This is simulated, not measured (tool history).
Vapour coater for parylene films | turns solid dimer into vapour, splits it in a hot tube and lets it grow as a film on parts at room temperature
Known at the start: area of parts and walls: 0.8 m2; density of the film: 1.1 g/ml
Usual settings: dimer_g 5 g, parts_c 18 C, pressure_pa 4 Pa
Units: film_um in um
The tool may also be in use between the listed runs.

run 1 hour=0 | dimer_g=5 parts_c=18 pressure_pa=4 | film_um=3.58
run 2 hour=43.9 | dimer_g=7 parts_c=18 pressure_pa=4 | film_um=4.95
-- hour=53.8 trap's valve overhauled
run 3 hour=93.9 | dimer_g=7 parts_c=18 pressure_pa=4 | film_um=5.76
run 4 hour=127 | dimer_g=7 parts_c=18 pressure_pa=4 | film_um=5.58
run 5 hour=190.4 | dimer_g=4 parts_c=18 pressure_pa=4 | film_um=3.16
run 6 hour=264.7 | dimer_g=4 parts_c=18 pressure_pa=4 | film_um=3.11
run 7 hour=319.4 | dimer_g=4 parts_c=18 pressure_pa=4 | film_um=3.07
run 8 hour=381.1 | dimer_g=4 parts_c=13 pressure_pa=4 | film_um=3.66
run 9 hour=420.9 | dimer_g=4 parts_c=13 pressure_pa=4 | film_um=3.64
run 10 hour=490.7 | dimer_g=4 parts_c=13 pressure_pa=4 | film_um=3.57
run 11 hour=527.8 | dimer_g=5 parts_c=18 pressure_pa=4 | film_um=3.66
run 12 hour=602.1 | dimer_g=5 parts_c=18 pressure_pa=4 | film_um=3.64
-- hour=656.6 trap's valve overhauled
run 13 hour=657.3 | dimer_g=5 parts_c=18 pressure_pa=4 | film_um=4.05
run 14 hour=733.6 | dimer_g=3 parts_c=18 pressure_pa=4 | film_um=2.39
run 15 hour=779.1 | dimer_g=3 parts_c=18 pressure_pa=4 | film_um=2.37
run 16 hour=825.3 | dimer_g=4 parts_c=18 pressure_pa=4.71 | film_um=3.05
run 17 hour=887 | dimer_g=5 parts_c=18 pressure_pa=4.71 | film_um=3.74
run 18 hour=927.1 | dimer_g=5 parts_c=17 pressure_pa=6.67 | film_um=3.85
run 19 hour=962.9 | dimer_g=5 parts_c=17 pressure_pa=6.67 | film_um=3.76
run 20 hour=1022.5 | dimer_g=2 parts_c=10 pressure_pa=3.08 | film_um=2.06
run 21 hour=1057.2 | dimer_g=2 parts_c=25 pressure_pa=3.22 | film_um=1.1
run 22 hour=1113.3 | dimer_g=2 parts_c=25 pressure_pa=3.22 | film_um=1.09
run 23 hour=1155 | dimer_g=4 parts_c=25 pressure_pa=3.48 | film_um=2.22
run 24 hour=1220.2 | dimer_g=4 parts_c=19 pressure_pa=3.48 | film_um=2.73
-- hour=1261.2 trap's valve overhauled
run 25 hour=1290.2 | dimer_g=4 parts_c=15 pressure_pa=7.9 | film_um=3.49
run 26 hour=1361.2 | dimer_g=4 parts_c=15 pressure_pa=7.9 | film_um=3.38
run 27 hour=1430.5 | dimer_g=4 parts_c=15 pressure_pa=7.9 | film_um=3.4
run 28 hour=1482.1 | dimer_g=4 parts_c=11 pressure_pa=4 | film_um=3.96
run 29 hour=1517.4 | dimer_g=4 parts_c=18 pressure_pa=8.31 | film_um=2.97

5 ways to go on from here, each from the tool as it stands after run 29. What would each give?
run A hour=1568.2 | dimer_g=8 parts_c=23 pressure_pa=2.16 | film_um=?
run B hour=1568.2 | dimer_g=4 parts_c=14 pressure_pa=8.31 | film_um=?
run C hour=1568.2 | dimer_g=4 parts_c=18 pressure_pa=10.37 | film_um=?
run D hour=1568.2 | dimer_g=3 parts_c=18 pressure_pa=6.65 | film_um=?
run E hour=1568.2 | dimer_g=5 parts_c=17 pressure_pa=2.1 | film_um=?

run=A film_um=5.18
run=B film_um=3.3
run=C film_um=2.82
run=D film_um=2.15
run=E film_um=4.04
Without the tool's hidden state the same runs would have given:
run=A film_um=5.69
run=B film_um=3.63
run=C film_um=3.1
run=D film_um=2.37
run=E film_um=4.44
